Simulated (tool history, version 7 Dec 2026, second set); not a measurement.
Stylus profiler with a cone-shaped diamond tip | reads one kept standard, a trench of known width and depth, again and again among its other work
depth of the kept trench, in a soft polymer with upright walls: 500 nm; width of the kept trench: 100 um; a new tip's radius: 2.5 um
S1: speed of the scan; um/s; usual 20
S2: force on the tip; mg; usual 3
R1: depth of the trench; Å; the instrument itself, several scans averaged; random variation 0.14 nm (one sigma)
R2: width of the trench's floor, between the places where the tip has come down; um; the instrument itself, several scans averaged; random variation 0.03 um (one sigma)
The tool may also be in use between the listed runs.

run	day	S1	S2	R1	R2
1	0	20	3	5098.2	96.91
2	0.6	5	3	5098.8	96.99
3	1.017	5	3	5097.4	97.04
4	1.383	20	1.71	5069	96.91
5	1.733	20	2.59	5085.6	96.93
6	2.362	9	2.59	5086.8	97
7	2.642	31	2.59	5089.8	96.9
8	3.25	31	2.59	5087.1	96.84
9	3.854	31	2.59	5088.5	96.93
# day 3.908: height scale calibrated on a step standard
10	4.292	31	2.59	5088.6	96.86
11	4.892	20	3	5100	96.93
12	5.371	20	3	5096.7	96.94
13	5.658	20	3	5097.9	96.92
14	6.029	10	3	5098.4	96.97
15	6.404	41	3	5096.7	96.82
16	6.975	41	3	5097.7	96.82
17	7.388	20	1.95	5068.3	96.96
# day 7.725: height scale calibrated on a step standard, once more
18	7.992	20	3	5099.6	96.88
19	8.362	6	1.28	5054.6	97
20	8.9	20	2.33	5079.1	96.89
21	9.321	42	1.73	5068.7	96.75
22	9.654	69	7.1	5176.8	96.82
23	10.233	69	7.1	5174.6	96.82
24	10.879	69	7.1	5177.7	96.83
25	11.5	11	1.21	5052.5	96.9
26	12.058	11	1.21	5054.9	96.97
27	12.533	54	1.09	5049.2	96.56
28	12.812	16	2.48	5085	96.92
29	13.146	20	4.89	5138.7	96.9
30	13.529	59	1.13	5048.9	96.61
31	14.067	15	2.57	5087.5	96.94
32	14.629	15	2.57	5087.6	96.89
33	15.125	9	6.31	5160.1	96.96
34	15.588	9	1.51	5058	96.93
35	16.238	6	3.21	5101.7	96.95

5 ways to go on from here, each from the tool as it stands after run 35. What would each give?
A	16.646	15	6.47	?	?
B	16.646	80	2.52	?	?
C	16.646	74	4.66	?	?
D	16.646	28	3.86	?	?
E	16.646	9	1.39	?	?

run	R1	R2
A	5163.8	96.95
B	5087.2	96.59
C	5129.1	96.71
D	5117.4	96.87
E	5056.4	96.88
Without the tool's hidden state the same runs would have given:
run	R1	R2
A	5166.1	96.96
B	5089.4	96.6
C	5131.4	96.73
D	5119.6	96.88
E	5058.7	96.89
